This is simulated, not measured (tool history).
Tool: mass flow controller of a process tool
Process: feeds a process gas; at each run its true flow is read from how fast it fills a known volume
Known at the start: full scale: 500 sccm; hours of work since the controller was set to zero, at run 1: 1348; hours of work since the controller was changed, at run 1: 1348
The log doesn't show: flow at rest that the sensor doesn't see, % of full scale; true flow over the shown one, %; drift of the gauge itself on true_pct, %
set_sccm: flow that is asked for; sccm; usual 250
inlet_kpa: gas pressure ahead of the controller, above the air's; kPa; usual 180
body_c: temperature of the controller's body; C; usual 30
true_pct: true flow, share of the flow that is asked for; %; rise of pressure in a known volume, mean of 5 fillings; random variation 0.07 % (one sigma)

run,hour,set_sccm,inlet_kpa,body_c,hours of work since the controller was set to zero,hours of work since the controller was changed,true_pct
1,0,250,180,30,1348,1348,99.53
2,68.1,250,180,30,1382,1382,99.68
3,112.7,250,180,30,1404,1404,99.54
4,211.5,250,180,30,1454,1454,99.6
5,269,181,180,30,1483,1483,99.51
6,346.9,250,180,30,1522,1522,99.71
7,407.1,250,180,30,1553,1553,99.84
8,485.7,250,180,30,1592,1592,99.67
9,551.6,250,180,30,1625,1625,99.75
10,640.4,250,180,30,1670,1670,99.63
11,688.4,250,180,30,1694,1694,99.62
12,760.1,250,142,30,1730,1730,99.88
# hour 766.1: controller's zero set anew
13,853.2,250,180,32,44,1777,99.4
14,950.8,250,180,30,93,1826,99.72
# hour 1010.4: controller's zero set anew, once more
15,1010.4,250,180,30,0,1856,99.77
16,1062.8,250,180,21,26,1882,100.35
17,1141.3,250,180,21,66,1922,100.46
18,1213,250,180,30,102,1958,99.93
19,1295.2,266,180,30,143,1999,99.83
20,1386.5,266,180,30,189,2045,99.81
21,1438,266,180,30,215,2071,99.8
22,1481,65,276,29,237,2093,99.17
23,1540.8,154,207,21,267,2123,100.16
24,1626.4,292,141,39,310,2166,99.59
25,1689,78,180,21,342,2197,100.15
26,1747.2,204,180,30,371,2227,99.91
27,1804.1,204,180,30,400,2255,99.89
28,1870.3,204,180,30,433,2289,99.93
29,1929.3,204,180,30,463,2318,99.81
30,2012.5,204,180,30,504,2360,99.81
31,2068.5,250,194,30,533,2388,99.84
32,2143.1,250,194,30,570,2426,99.9
33,2186.2,290,180,30,592,2448,100.03
34,2244,204,141,30,621,2477,100.05
35,2299.2,387,180,30,649,2505,100.26
36,2383.2,250,259,22,691,2547,100.12
37,2437.3,250,259,22,718,2574,100.15
38,2520.3,67,197,20,760,2616,99.98
39,2563.1,68,233,32,782,2637,99.09
40,2618.8,68,233,32,810,2665,99.09
41,2669.3,55,217,22,835,2691,99.62

Forecast each of these 5 alternatives for the next run:
A,2728.1,55,188,40,865,2720,?
B,2728.1,62,140,34,865,2720,?
C,2728.1,297,203,22,865,2720,?
D,2728.1,84,217,34,865,2720,?
E,2728.1,55,269,37,865,2720,?

run,true_pct
A,98.68
B,99.26
C,100.39
D,99.16
E,98.54
Without the tool's hidden state the same runs would have given:
run,true_pct
A,98.4
B,98.93
C,99.75
D,98.72
E,98.27
